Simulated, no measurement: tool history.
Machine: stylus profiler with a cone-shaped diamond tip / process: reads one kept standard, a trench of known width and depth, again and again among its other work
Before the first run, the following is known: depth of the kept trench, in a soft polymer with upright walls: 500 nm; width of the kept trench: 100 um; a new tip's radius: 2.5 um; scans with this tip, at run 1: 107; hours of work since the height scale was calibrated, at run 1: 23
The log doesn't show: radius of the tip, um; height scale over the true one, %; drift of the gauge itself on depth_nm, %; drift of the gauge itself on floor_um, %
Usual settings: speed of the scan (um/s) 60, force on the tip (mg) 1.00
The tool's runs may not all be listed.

| run | day | speed of the scan (um/s) | force on the tip (mg) | scans with this tip | hours of work since the height scale was calibrated | depth of the trench (Å) | width of the trench's floor (um) |
|---|---|---|---|---|---|---|---|
| 1 | 0.000 | 60 | 1.00 | 107 | 23 | 5038.9 | 96.52 |
| 2 | 3.762 | 60 | 0.53 | 359 | 78 | 5021.8 | 96.37 |
| 3 | 6.967 | 60 | 0.53 | 573 | 125 | 5024.0 | 96.22 |
| 4 | 9.600 | 60 | 0.53 | 749 | 164 | 5019.0 | 96.16 |
| 5 | 14.683 | 60 | 0.53 | 1089 | 238 | 5022.8 | 96.02 |
| 6 | 18.508 | 60 | 1.00 | 1344 | 294 | 5032.4 | 96.08 |
| 7 | 23.538 | 60 | 1.00 | 1680 | 368 | 5031.4 | 96.04 |
| 8 | 28.483 | 60 | 1.00 | 2011 | 440 | 5029.7 | 95.88 |
| 9 | 32.138 | 60 | 1.00 | 2255 | 494 | 5027.2 | 95.83 |
| 10 | 34.533 | 60 | 1.00 | 2415 | 529 | 5028.4 | 95.76 |
| 11 | 38.450 | 60 | 1.05 | 2677 | 586 | 5027.8 | 95.66 |
| 12 | 43.400 | 60 | 1.05 | 3008 | 658 | 5026.0 | 95.57 |
| 13 | 48.512 | 143 | 1.00 | 3349 | 733 | 5020.6 | 94.80 |
| 14 | 50.892 | 143 | 1.00 | 3508 | 768 | 5021.8 | 94.79 |
| 15 | 54.467 | 60 | 0.34 | 3747 | 820 | 4998.7 | 95.02 |
| 16 | 57.562 | 60 | 0.34 | 3954 | 866 | 4997.7 | 94.98 |
| 17 | 63.075 | 60 | 1.00 | 4323 | 946 | 5017.1 | 95.20 |
| 18 | 66.388 | 60 | 1.00 | 4544 | 995 | 5017.7 | 95.17 |
| 19 | 71.621 | 60 | 1.00 | 4894 | 1071 | 5014.0 | 95.05 |
| 20 | 74.308 | 60 | 0.61 | 5073 | 1111 | 4999.8 | 94.86 |
|  | 77.162 | height scale calibrated on a step standard |
| 21 | 77.171 | 60 | 0.61 | 5263 | 0 | 5027.4 | 94.83 |
| 22 | 79.550 | 183 | 1.11 | 5422 | 35 | 5040.5 | 94.15 |
| 23 | 83.467 | 183 | 1.11 | 5684 | 92 | 5042.6 | 94.05 |
| 24 | 86.908 | 70 | 0.38 | 5914 | 143 | 5015.6 | 94.38 |
| 25 | 91.800 | 70 | 0.38 | 6241 | 214 | 5014.3 | 94.33 |
| 26 | 96.208 | 51 | 1.66 | 6535 | 279 | 5048.9 | 94.76 |
| 27 | 100.817 | 28 | 0.66 | 6843 | 346 | 5022.5 | 94.77 |
| 28 | 105.650 | 43 | 0.83 | 7166 | 417 | 5026.1 | 94.57 |
| 29 | 110.388 | 134 | 0.51 | 7483 | 486 | 5014.0 | 93.50 |
| 30 | 115.500 | 134 | 0.51 | 7825 | 561 | 5010.5 | 93.46 |
| 31 | 118.250 | 83 | 0.88 | 8008 | 601 | 5022.1 | 94.16 |
| 32 | 122.438 | 25 | 0.34 | 8288 | 662 | 4999.7 | 94.37 |
| 33 | 125.442 | 28 | 0.97 | 8489 | 706 | 5022.0 | 94.39 |
|  | 128.433 | new tip fitted, height scale calibrated |
| 34 | 130.988 | 28 | 2.26 | 171 | 37 | 5067.7 | 96.92 |
| 35 | 136.162 | 56 | 2.80 | 517 | 113 | 5079.7 | 96.63 |
| 36 | 139.971 | 60 | 0.37 | 772 | 169 | 5016.7 | 96.10 |
| 37 | 142.388 | 119 | 0.62 | 933 | 204 | 5023.9 | 95.62 |
| 38 | 146.654 | 58 | 1.36 | 1218 | 267 | 5042.9 | 96.21 |
| 39 | 149.975 | 45 | 1.00 | 1440 | 315 | 5036.2 | 96.24 |

Take each entry between the runs: how does the hidden state at the last listed run before it differ from the hidden state at the first listed run after it?
Runs 20 to 21: height scale calibrated on a step standard (day 77.162)
  radius of the tip, um: 5.52 -> 5.62; height scale over the true one, %: -0.588 -> -0.045
  what was measured, less what the result would be without the hidden state, depth of the trench (Å): -29.6 -> -2.3; width of the trench's floor (um): -1.59 -> -1.63
Runs 33 to 34: new tip fitted, height scale calibrated (day 128.433)
  radius of the tip, um: 7.59 -> 2.51; height scale over the true one, %: -0.405 -> -0.005
  what was measured, less what the result would be without the hidden state, depth of the trench (Å): -20.4 -> -0.2; width of the trench's floor (um): -2.42 -> +0.00
